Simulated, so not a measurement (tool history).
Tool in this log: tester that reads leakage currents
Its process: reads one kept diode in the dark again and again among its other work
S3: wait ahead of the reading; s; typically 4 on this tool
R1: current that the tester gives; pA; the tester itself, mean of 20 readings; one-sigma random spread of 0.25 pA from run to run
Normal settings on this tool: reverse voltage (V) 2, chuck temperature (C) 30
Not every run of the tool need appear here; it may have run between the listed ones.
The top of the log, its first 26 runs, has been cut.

Run 27, hour 5057.4: usual settings but reverse voltage (V) 7.72, chuck temperature (C) 47, S3 3.8 s. Result: R1 628.78 pA.
Run 28, hour 5187: usual settings but reverse voltage (V) 16, chuck temperature (C) 56, S3 1.01 s. Result: R1 1843.26 pA.
Run 29, hour 5328: usual settings but reverse voltage (V) 1.41, chuck temperature (C) 48, S3 5.99 s. Result: R1 247.06 pA.
Run 30, hour 5469.1: usual settings but reverse voltage (V) 1.41, chuck temperature (C) 48, S3 5.99 s. Result: R1 243.92 pA.
Run 31, hour 5668.7: usual settings but reverse voltage (V) 1.75, chuck temperature (C) 52. Result: R1 364.6 pA.
At hour 5766.2: chuck's temperature calibrated.
Run 32, hour 5873.4: usual settings but reverse voltage (V) 1.75, chuck temperature (C) 52, S3 5.62 s. Result: R1 426.33 pA.
Run 33, hour 5977.9: usual settings but reverse voltage (V) 3.41, chuck temperature (C) 37, S3 2.98 s. Result: R1 193.4 pA.
Run 34, hour 6104.6: usual settings but reverse voltage (V) 1.05, chuck temperature (C) 22, S3 6.35 s. Result: R1 27.27 pA.
Run 35, hour 6293.1: usual settings but reverse voltage (V) 1.05, chuck temperature (C) 40, S3 1.4 s. Result: R1 119.41 pA.
Run 36, hour 6461.7: usual settings but reverse voltage (V) 1.05, chuck temperature (C) 40, S3 1.4 s. Result: R1 116.79 pA.
Run 37, hour 6692.4: usual settings but reverse voltage (V) 1.88, chuck temperature (C) 22, S3 0.92 s. Result: R1 35.75 pA.
Run 38, hour 6877.6: usual settings but reverse voltage (V) 12.86, S3 9.62 s. Result: R1 212.99 pA.
Run 39, hour 7025.8: usual settings but reverse voltage (V) 2.3, chuck temperature (C) 51, S3 2.26 s. Result: R1 398.43 pA.

Here are 3 independent what-if runs from the current tool condition. What would each one return?
Run A, hour 7169.4: usual settings but reverse voltage (V) 10.38, chuck temperature (C) 48, S3 0.39 s. Result: R1 ?.
Run B, hour 7169.4: usual settings but reverse voltage (V) 4.27, chuck temperature (C) 50. Result: R1 ?.
Run C, hour 7169.4: usual settings but chuck temperature (C) 49, S3 0.75 s. Result: R1 ?.

run      R1
  A  742.65
  B  517.07
  C  310.63
Stripped of hidden state, with their random variation kept, the same runs would have yielded:
run      R1
  A  884.18
  B   619.5
  C  373.44
